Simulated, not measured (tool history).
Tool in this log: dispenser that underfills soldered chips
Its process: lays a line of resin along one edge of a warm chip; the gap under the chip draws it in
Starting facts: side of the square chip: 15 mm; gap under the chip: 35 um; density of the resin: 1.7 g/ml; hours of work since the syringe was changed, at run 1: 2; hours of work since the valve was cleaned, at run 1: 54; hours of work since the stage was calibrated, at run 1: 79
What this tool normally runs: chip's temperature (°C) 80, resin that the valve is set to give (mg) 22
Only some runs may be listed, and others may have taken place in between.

| run | hour | chip's temperature (°C) | resin that the valve is set to give (mg) | hours of work since the syringe was changed | hours of work since the valve was cleaned | hours of work since the stage was calibrated | time until the resin shows at the far edge (s) | resin that the valve gave (mg) |
|---|---|---|---|---|---|---|---|---|
| 1 | 0 | 80 | 22 | 2 | 54 | 79 | 506.9 | 21.03 |
| 2 | 4.1 | 80 | 22 | 4 | 57 | 82 | 582.5 | 21.03 |
|  | 8.3 | new syringe of resin |
| 3 | 8.8 | 80 | 21.2 | 0 | 60 | 85 | 487.2 | 20.13 |
| 4 | 12.5 | 80 | 22 | 3 | 62 | 87 | 545.5 | 20.82 |
| 5 | 16.5 | 80 | 22 | 5 | 65 | 90 | 624.3 | 20.7 |
|  | 18.8 | new syringe of resin |
| 6 | 19 | 80 | 22 | 0 | 66 | 91 | 479 | 20.76 |
| 7 | 21.7 | 80 | 27.2 | 2 | 68 | 93 | 528.8 | 25.65 |
| 8 | 26 | 80 | 27.2 | 5 | 71 | 96 | 597.9 | 25.56 |
|  | 29.6 | new syringe of resin |
| 9 | 30 | 80 | 23.5 | 0 | 73 | 98 | 474.7 | 22.14 |
| 10 | 34.6 | 80 | 23.5 | 3 | 76 | 101 | 556.6 | 22.11 |
| 11 | 38.5 | 80 | 23.5 | 6 | 79 | 104 | 630.6 | 21.88 |
|  | 40.3 | new syringe of resin |
| 12 | 41.6 | 67 | 23.5 | 1 | 81 | 105 | 866.4 | 21.98 |
| 13 | 43.5 | 67 | 19.6 | 2 | 82 | 107 | 964.7 | 18.33 |
| 14 | 47.8 | 67 | 23 | 5 | 85 | 109 | 1073.8 | 21.42 |
| 15 | 50.1 | 84 | 23.4 | 6 | 86 | 111 | 542.7 | 21.83 |
|  | 51 | new syringe of resin |
| 16 | 54.9 | 74 | 26.8 | 3 | 89 | 114 | 694.7 | 24.91 |
| 17 | 59.1 | 74 | 26.8 | 5 | 92 | 117 | 796.8 | 24.9 |
|  | 61.7 | new syringe of resin |
| 18 | 63 | 73 | 19.4 | 1 | 94 | 119 | 681.8 | 17.84 |
| 19 | 66.5 | 81 | 21.7 | 3 | 96 | 121 | 530.6 | 19.82 |
| 20 | 70.1 | 75 | 23.3 | 5 | 99 | 124 | 773.6 | 21.48 |
|  | 71.9 | dispensing valve cleaned and set on the balance |
|  | 73.3 | new syringe of resin |
| 21 | 75.7 | 80 | 28.5 | 2 | 2 | 126 | 506.5 | 28.6 |
| 22 | 77.8 | 69 | 18.7 | 3 | 4 | 128 | 914.2 | 18.69 |
| 23 | 81.2 | 87 | 21.9 | 5 | 6 | 130 | 460.9 | 21.98 |
|  | 83.9 | new syringe of resin |
| 24 | 85.6 | 84 | 24.9 | 1 | 9 | 133 | 418.4 | 24.77 |
| 25 | 89.2 | 76 | 23 | 3 | 11 | 135 | 661.8 | 22.87 |
| 26 | 92.3 | 78 | 19.7 | 5 | 13 | 137 | 685 | 19.61 |
|  | 94.5 | new syringe of resin |
| 27 | 97.2 | 93 | 22 | 2 | 16 | 140 | 293.1 | 21.94 |

3 options for the next run, each taken on its own from the tool as it stands now. Forecast them:
| A | 100.6 | 93 | 18.9 | 4 | 18 | 142 | ? | ? |
| B | 100.6 | 93 | 20.7 | 4 | 18 | 142 | ? | ? |
| C | 100.6 | 65 | 20.2 | 4 | 18 | 142 | ? | ? |

| run | time until the resin shows at the far edge (s) | resin that the valve gave (mg) |
|---|---|---|
| A | 333 | 18.56 |
| B | 333.6 | 20.51 |
| C | 1158.9 | 20.02 |
Stripped of hidden state, with their random variation kept, the same runs would have yielded:
| run | time until the resin shows at the far edge (s) | resin that the valve gave (mg) |
|---|---|---|
| A | 282.4 | 18.79 |
| B | 283.1 | 20.76 |
| C | 990.4 | 20.26 |
